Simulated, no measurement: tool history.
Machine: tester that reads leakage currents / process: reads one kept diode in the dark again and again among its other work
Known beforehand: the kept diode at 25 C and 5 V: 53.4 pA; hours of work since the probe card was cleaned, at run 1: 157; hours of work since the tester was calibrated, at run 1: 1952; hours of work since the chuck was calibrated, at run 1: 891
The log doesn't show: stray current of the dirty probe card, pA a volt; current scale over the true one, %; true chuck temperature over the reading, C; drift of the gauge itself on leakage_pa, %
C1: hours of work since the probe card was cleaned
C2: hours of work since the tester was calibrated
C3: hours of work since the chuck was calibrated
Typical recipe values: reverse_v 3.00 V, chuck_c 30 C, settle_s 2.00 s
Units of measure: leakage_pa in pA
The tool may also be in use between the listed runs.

run 1 hour=0.0 | reverse_v=3.00 chuck_c=30 settle_s=2.00 | C1=157 C2=1952 C3=891 | leakage_pa=63.90
run 2 hour=134.4 | reverse_v=3.00 chuck_c=30 settle_s=2.00 | C1=243 C2=2038 C3=977 | leakage_pa=63.56
run 3 hour=333.3 | reverse_v=3.00 chuck_c=21 settle_s=2.00 | C1=369 C2=2164 C3=1103 | leakage_pa=30.13
-- hour=439.0 chuck's temperature calibrated
run 4 hour=535.5 | reverse_v=3.00 chuck_c=30 settle_s=2.00 | C1=496 C2=2291 C3=61 | leakage_pa=66.68
run 5 hour=663.6 | reverse_v=3.00 chuck_c=30 settle_s=2.00 | C1=577 C2=2372 C3=142 | leakage_pa=66.31
run 6 hour=928.8 | reverse_v=3.00 chuck_c=30 settle_s=2.00 | C1=745 C2=2540 C3=311 | leakage_pa=66.10
run 7 hour=1068.2 | reverse_v=3.00 chuck_c=30 settle_s=2.00 | C1=834 C2=2629 C3=399 | leakage_pa=66.05
run 8 hour=1242.5 | reverse_v=3.00 chuck_c=30 settle_s=2.00 | C1=944 C2=2739 C3=510 | leakage_pa=66.47
run 9 hour=1439.9 | reverse_v=3.00 chuck_c=30 settle_s=2.00 | C1=1070 C2=2865 C3=635 | leakage_pa=66.03
run 10 hour=1699.9 | reverse_v=3.00 chuck_c=30 settle_s=2.00 | C1=1235 C2=3030 C3=800 | leakage_pa=65.82
run 11 hour=1818.4 | reverse_v=3.00 chuck_c=30 settle_s=2.00 | C1=1310 C2=3105 C3=875 | leakage_pa=65.80
run 12 hour=2066.6 | reverse_v=3.00 chuck_c=30 settle_s=2.00 | C1=1467 C2=3262 C3=1033 | leakage_pa=65.61
-- hour=2279.5 chuck's temperature calibrated
run 13 hour=2279.5 | reverse_v=3.00 chuck_c=30 settle_s=2.00 | C1=1601 C2=3396 C3=0 | leakage_pa=68.80
run 14 hour=2447.7 | reverse_v=3.00 chuck_c=30 settle_s=2.00 | C1=1708 C2=3503 C3=107 | leakage_pa=68.59
run 15 hour=2602.9 | reverse_v=3.00 chuck_c=21 settle_s=2.00 | C1=1806 C2=3601 C3=205 | leakage_pa=33.59
run 16 hour=2740.7 | reverse_v=3.00 chuck_c=30 settle_s=1.01 | C1=1894 C2=3689 C3=293 | leakage_pa=68.66
run 17 hour=2860.6 | reverse_v=3.00 chuck_c=25 settle_s=1.01 | C1=1970 C2=3765 C3=369 | leakage_pa=46.59
run 18 hour=3069.0 | reverse_v=3.00 chuck_c=30 settle_s=2.00 | C1=2102 C2=3897 C3=501 | leakage_pa=68.15
run 19 hour=3196.4 | reverse_v=3.00 chuck_c=30 settle_s=2.00 | C1=2183 C2=3978 C3=582 | leakage_pa=68.13
run 20 hour=3318.0 | reverse_v=3.00 chuck_c=30 settle_s=2.00 | C1=2260 C2=4055 C3=659 | leakage_pa=67.72
run 21 hour=3487.9 | reverse_v=3.00 chuck_c=30 settle_s=2.00 | C1=2368 C2=4163 C3=767 | leakage_pa=67.93
run 22 hour=3694.6 | reverse_v=3.00 chuck_c=30 settle_s=2.00 | C1=2499 C2=4294 C3=898 | leakage_pa=67.92
run 23 hour=3954.1 | reverse_v=5.21 chuck_c=28 settle_s=9.40 | C1=2663 C2=4458 C3=1062 | leakage_pa=75.72
-- hour=4122.7 chuck's temperature calibrated
run 24 hour=4123.5 | reverse_v=5.21 chuck_c=28 settle_s=9.40 | C1=2770 C2=4565 C3=0 | leakage_pa=79.27
run 25 hour=4355.0 | reverse_v=6.16 chuck_c=23 settle_s=2.18 | C1=2916 C2=4711 C3=147 | leakage_pa=59.97
run 26 hour=4591.3 | reverse_v=7.96 chuck_c=40 settle_s=0.33 | C1=3066 C2=4861 C3=297 | leakage_pa=245.51
run 27 hour=4720.6 | reverse_v=19.46 chuck_c=52 settle_s=2.00 | C1=3148 C2=4943 C3=379 | leakage_pa=851.02
run 28 hour=4952.2 | reverse_v=1.60 chuck_c=31 settle_s=2.00 | C1=3295 C2=5090 C3=526 | leakage_pa=56.13
run 29 hour=5140.5 | reverse_v=10.49 chuck_c=44 settle_s=0.62 | C1=3415 C2=5210 C3=646 | leakage_pa=364.04
run 30 hour=5300.7 | reverse_v=14.66 chuck_c=27 settle_s=2.56 | C1=3516 C2=5311 C3=747 | leakage_pa=129.21
-- hour=5438.9 probe card cleaned and baked
-- hour=5508.9 tester calibrated
run 31 hour=5544.9 | reverse_v=15.96 chuck_c=56 settle_s=2.56 | C1=66 C2=23 C3=899 | leakage_pa=973.39
run 32 hour=5770.6 | reverse_v=15.96 chuck_c=56 settle_s=2.56 | C1=209 C2=166 C3=1042 | leakage_pa=967.17
run 33 hour=5897.7 | reverse_v=15.96 chuck_c=56 settle_s=2.56 | C1=290 C2=247 C3=1123 | leakage_pa=968.85
-- hour=5969.8 chuck's temperature calibrated
run 34 hour=6014.4 | reverse_v=3.00 chuck_c=44 settle_s=7.04 | C1=363 C2=319 C3=28 | leakage_pa=197.44
run 35 hour=6136.6 | reverse_v=1.92 chuck_c=26 settle_s=7.97 | C1=440 C2=397 C3=106 | leakage_pa=38.55
run 36 hour=6260.3 | reverse_v=11.85 chuck_c=44 settle_s=7.97 | C1=519 C2=475 C3=184 | leakage_pa=365.23
run 37 hour=6522.0 | reverse_v=11.85 chuck_c=44 settle_s=0.62 | C1=685 C2=641 C3=350 | leakage_pa=369.66
run 38 hour=6754.8 | reverse_v=11.85 chuck_c=44 settle_s=0.62 | C1=832 C2=789 C3=498 | leakage_pa=367.59

Here are 4 independent what-if runs from the current tool condition. What would each one return?
run A hour=6909.2 | reverse_v=5.29 chuck_c=44 settle_s=0.62 | C1=930 C2=887 C3=596 | leakage_pa=?
run B hour=6909.2 | reverse_v=3.63 chuck_c=26 settle_s=2.00 | C1=930 C2=887 C3=596 | leakage_pa=?
run C hour=6909.2 | reverse_v=1.10 chuck_c=22 settle_s=1.72 | C1=930 C2=887 C3=596 | leakage_pa=?
run D hour=6909.2 | reverse_v=10.25 chuck_c=44 settle_s=0.62 | C1=930 C2=887 C3=596 | leakage_pa=?

run=A leakage_pa=253.34
run=B leakage_pa=51.83
run=C leakage_pa=21.33
run=D leakage_pa=341.36
Had the tool no hidden state, the same runs would have come out as:
run=A leakage_pa=255.29
run=B leakage_pa=51.08
run=C leakage_pa=21.24
run=D leakage_pa=342.43
